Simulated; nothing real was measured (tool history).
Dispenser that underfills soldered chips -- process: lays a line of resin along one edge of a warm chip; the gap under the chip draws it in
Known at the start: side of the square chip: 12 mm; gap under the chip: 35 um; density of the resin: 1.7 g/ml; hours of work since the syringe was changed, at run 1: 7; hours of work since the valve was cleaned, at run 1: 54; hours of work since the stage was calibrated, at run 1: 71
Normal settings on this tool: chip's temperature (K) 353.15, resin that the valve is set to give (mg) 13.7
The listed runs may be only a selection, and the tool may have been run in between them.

run	hour	chip's temperature (K)	resin that the valve is set to give (mg)	hours of work since the syringe was changed	hours of work since the valve was cleaned	hours of work since the stage was calibrated	time until the resin shows at the far edge (s)	resin that the valve gave (mg)
1	0.0	353.15	13.7	7	54	71	250.4	13.42
# hour 0.9: new syringe of resin
2	6.4	353.15	13.7	4	58	75	198.5	13.40
# hour 11.8: new syringe of resin
3	17.6	353.15	13.7	4	66	83	198.6	13.32
# hour 22.3: dispensing valve cleaned and set on the balance
# hour 23.5: new syringe of resin
4	26.2	353.15	14.1	2	3	88	172.4	14.06
# hour 34.1: new syringe of resin
5	34.8	344.15	14.1	1	8	94	241.0	14.04
6	42.4	344.15	14.1	6	14	100	352.0	13.99
# hour 44.7: new syringe of resin
7	50.3	353.15	13.7	4	19	105	201.8	13.53
# hour 55.5: new syringe of resin
8	55.9	353.15	13.7	0	23	109	156.8	13.50
9	65.4	353.15	13.7	7	30	115	249.1	13.44
# hour 66.7: new syringe of resin
10	71.3	353.15	13.7	3	34	119	190.8	13.43
# hour 77.4: new syringe of resin
11	82.5	361.15	16.6	4	41	127	134.0	16.30
# hour 88.3: new syringe of resin
12	93.6	351.15	11.7	4	49	135	227.8	11.40
# hour 99.0: new syringe of resin
13	99.3	352.15	16.0	0	53	139	162.8	15.56
14	108.0	366.15	15.5	6	59	145	133.2	15.13
# hour 110.0: new syringe of resin
15	117.9	366.15	13.4	6	66	152	129.5	12.99
# hour 121.0: new syringe of resin
# hour 122.7: dispensing valve cleaned and set on the balance
16	124.5	348.15	14.8	2	1	155	218.1	14.86
17	130.4	348.15	14.8	6	5	160	291.9	14.77
# hour 132.5: new syringe of resin
18	139.7	340.15	13.7	5	12	166	428.5	13.70
# hour 143.4: new syringe of resin
19	147.5	340.15	13.7	3	17	171	362.5	13.59

4 options for the next run, each taken on its own from the tool as it stands now. Forecast them:
# hour 154.3: new syringe of resin
A	156.4	353.15	17.7	1	23	177	?	?
# hour 154.3: new syringe of resin
B	156.4	343.15	14.3	1	23	177	?	?
# hour 154.3: new syringe of resin
C	156.4	357.15	12.8	1	23	177	?	?
# hour 154.3: new syringe of resin
D	156.4	365.15	15.5	1	23	177	?	?

run	time until the resin shows at the far edge (s)	resin that the valve gave (mg)
A	167.5	17.52
B	276.9	14.13
C	143.9	12.68
D	100.4	15.33
What these runs would have given with no unlogged condition in the tool:
run	time until the resin shows at the far edge (s)	resin that the valve gave (mg)
A	143.3	17.67
B	235.9	14.26
C	123.1	12.79
D	86.1	15.46
